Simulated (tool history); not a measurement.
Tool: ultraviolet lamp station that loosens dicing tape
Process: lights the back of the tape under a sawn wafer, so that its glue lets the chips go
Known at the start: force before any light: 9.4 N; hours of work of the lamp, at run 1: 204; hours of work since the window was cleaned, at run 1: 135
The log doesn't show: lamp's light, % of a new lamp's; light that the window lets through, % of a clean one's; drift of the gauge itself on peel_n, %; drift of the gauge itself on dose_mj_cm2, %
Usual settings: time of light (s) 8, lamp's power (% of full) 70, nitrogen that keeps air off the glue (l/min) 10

| run | hour | time of light (s) | lamp's power (% of full) | nitrogen that keeps air off the glue (l/min) | hours of work of the lamp | hours of work since the window was cleaned | force that peels the tape off (N) | light that reached the tape (mJ/cm2) |
|---|---|---|---|---|---|---|---|---|
| 1 | 0 | 8 | 70 | 10 | 204 | 135 | 1.098 | 208 |
| 2 | 17.4 | 8 | 70 | 6 | 215 | 146 | 1.655 | 205 |
| 3 | 31.7 | 8 | 70 | 6 | 224 | 155 | 1.7 | 204 |
| 4 | 44.5 | 8 | 70 | 6 | 232 | 163 | 1.651 | 203 |
| 5 | 54 | 8 | 70 | 10 | 238 | 169 | 1.147 | 204 |
| 6 | 67.4 | 8 | 70 | 10 | 246 | 177 | 1.139 | 201 |
| 7 | 78.8 | 8 | 70 | 10 | 254 | 184 | 1.161 | 203 |
| 8 | 89 | 8 | 70 | 10 | 260 | 191 | 1.112 | 200 |
| 9 | 100.3 | 8 | 70 | 10 | 267 | 198 | 1.225 | 200 |
| 10 | 109.2 | 8 | 85 | 10 | 273 | 203 | 0.757 | 242 |
| 11 | 123.1 | 8 | 85 | 10 | 281 | 212 | 0.782 | 243 |
| 12 | 138.9 | 8 | 88 | 10 | 291 | 222 | 0.724 | 245 |
| 13 | 147.8 | 8 | 88 | 10 | 297 | 228 | 0.773 | 245 |
| 14 | 163.9 | 8 | 88 | 10 | 307 | 238 | 0.759 | 245 |
| 15 | 175.3 | 8 | 88 | 10 | 314 | 245 | 0.757 | 241 |
| 16 | 184.6 | 8 | 88 | 10 | 320 | 251 | 0.783 | 241 |
| 17 | 193.1 | 8 | 70 | 4 | 325 | 256 | 2.41 | 192 |
|  | 201.8 | window cleaned of glue's vapour |
| 18 | 202.5 | 8 | 70 | 4 | 331 | 0 | 2.231 | 200 |
| 19 | 214 | 8 | 70 | 4 | 338 | 8 | 2.286 | 200 |
| 20 | 222.8 | 8 | 70 | 4 | 344 | 13 | 2.261 | 201 |
| 21 | 240.1 | 8 | 77 | 10 | 354 | 24 | 0.989 | 221 |
| 22 | 256.5 | 7 | 70 | 10 | 365 | 34 | 1.544 | 174 |
| 23 | 273.8 | 8 | 61 | 14 | 376 | 45 | 1.226 | 172 |
| 24 | 287.8 | 6 | 70 | 4 | 384 | 54 | 3.237 | 148 |
| 25 | 302.4 | 8 | 67 | 10 | 393 | 63 | 1.361 | 188 |
| 26 | 312.3 | 12 | 71 | 10 | 400 | 69 | 0.478 | 297 |
| 27 | 323.3 | 12 | 61 | 10 | 407 | 76 | 0.694 | 253 |
| 28 | 331 | 8 | 61 | 4 | 411 | 81 | 2.867 | 168 |
| 29 | 344.5 | 9 | 81 | 3 | 420 | 89 | 2.002 | 255 |
| 30 | 359.2 | 6 | 72 | 4 | 429 | 99 | 3.288 | 143 |
| 31 | 371.8 | 6 | 72 | 4 | 437 | 107 | 3.319 | 145 |
| 32 | 381.3 | 9 | 63 | 5 | 443 | 112 | 2.111 | 191 |
| 33 | 394.1 | 13 | 95 | 10 | 451 | 121 | 0.193 | 413 |
| 34 | 407.6 | 7 | 97 | 9 | 459 | 129 | 1.015 | 227 |
| 35 | 416.7 | 11 | 81 | 9 | 465 | 135 | 0.529 | 292 |
| 36 | 433.1 | 10 | 97 | 8 | 475 | 145 | 0.496 | 321 |
| 37 | 446.6 | 10 | 97 | 8 | 484 | 153 | 0.504 | 321 |
| 38 | 460.9 | 8 | 77 | 10 | 493 | 162 | 1.16 | 201 |
| 39 | 477.3 | 8 | 80 | 13 | 503 | 173 | 0.899 | 211 |
| 40 | 487 | 5 | 80 | 13 | 509 | 179 | 2.005 | 132 |
| 41 | 500.5 | 6 | 60 | 10 | 518 | 187 | 2.87 | 113 |
| 42 | 516.3 | 8 | 88 | 19 | 528 | 197 | 0.515 | 226 |
| 43 | 533.4 | 8 | 88 | 19 | 538 | 208 | 0.542 | 220 |
| 44 | 545.6 | 14 | 66 | 8 | 546 | 215 | 0.622 | 289 |

Hidden state or all else? Some run-to-run changes of force that peels the tape off (N), split into what the settings, what came in and random variation would give without the hidden state, and what is left for the hidden state (with any gauge scatter that isn't in both results):
Run 23 -> 24: time of light (s) 8 -> 6, lamp's power (% of full) 61 -> 70, nitrogen that keeps air off the glue (l/min) 14 -> 4. force that peels the tape off (N) +2.011: hidden state +0.203, all else +1.808.
Run 27 -> 28: time of light (s) 12 -> 8, nitrogen that keeps air off the glue (l/min) 10 -> 4. force that peels the tape off (N) +2.173: hidden state +0.346, all else +1.827.
Run 32 -> 33: time of light (s) 9 -> 13, lamp's power (% of full) 63 -> 95, nitrogen that keeps air off the glue (l/min) 5 -> 10. force that peels the tape off (N) -1.918: hidden state -0.514, all else -1.404.
Run 41 -> 42: time of light (s) 6 -> 8, lamp's power (% of full) 60 -> 88, nitrogen that keeps air off the glue (l/min) 10 -> 19. force that peels the tape off (N) -2.355: hidden state -0.573, all else -1.782.

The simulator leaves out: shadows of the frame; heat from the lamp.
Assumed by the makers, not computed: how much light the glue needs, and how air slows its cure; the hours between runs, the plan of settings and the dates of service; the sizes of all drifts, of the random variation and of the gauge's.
